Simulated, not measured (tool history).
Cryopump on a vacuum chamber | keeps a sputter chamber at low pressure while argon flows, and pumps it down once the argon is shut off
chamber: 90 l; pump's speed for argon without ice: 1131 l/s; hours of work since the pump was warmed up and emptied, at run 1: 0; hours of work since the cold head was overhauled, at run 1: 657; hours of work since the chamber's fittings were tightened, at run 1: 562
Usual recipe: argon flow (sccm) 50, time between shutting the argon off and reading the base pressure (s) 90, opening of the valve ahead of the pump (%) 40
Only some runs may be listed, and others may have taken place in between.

run	day	argon flow (sccm)	time between shutting the argon off and reading the base pressure (s)	opening of the valve ahead of the pump (%)	hours of work since the pump was warmed up and emptied	hours of work since the cold head was overhauled	hours of work since the chamber's fittings were tightened	pressure while argon flows (Pa)	pressure after the wait (uPa)
1	0	50	90	40	0	657	562	0.1889	2.56
2	1.788	50	90	28	21	678	583	0.2668	2.58
3	4.65	50	90	28	55	712	617	0.2695	2.77
4	6.629	50	90	40	78	735	640	0.1895	2.74
5	9.675	50	90	40	114	771	676	0.1921	2.89
6	11.533	50	90	40	135	793	698	0.1933	3.01
7	15.146	50	90	40	178	835	740	0.1959	3.08
8	18.746	48	90	18	220	877	782	0.4099	3.29
9	22.125	48	60	17	260	917	822	0.4335	3.91
10	24.529	48	60	17	288	945	850	0.4346	3.97
11	26.792	48	89	17	315	972	877	0.4363	3.57
12	30.279	90	86	45	356	1013	918	0.3318	3.79

Each row is a separate what-if for the run after 12, all from the same tool condition, not one after another. Results?
A	32.2	49	90	40	378	1035	940	?	?
B	32.2	41	90	40	378	1035	940	?	?
C	32.2	28	46	45	378	1035	940	?	?
D	32.2	86	162	25	378	1035	940	?	?

run	pressure while argon flows (Pa)	pressure after the wait (uPa)
A	0.2015	3.83
B	0.169	3.79
C	0.1037	4.86
D	0.5511	3.28
What these runs would have given with no unlogged condition in the tool:
run	pressure while argon flows (Pa)	pressure after the wait (uPa)
A	0.1825	1.45
B	0.153	1.41
C	0.0928	2.52
D	0.5174	0.92
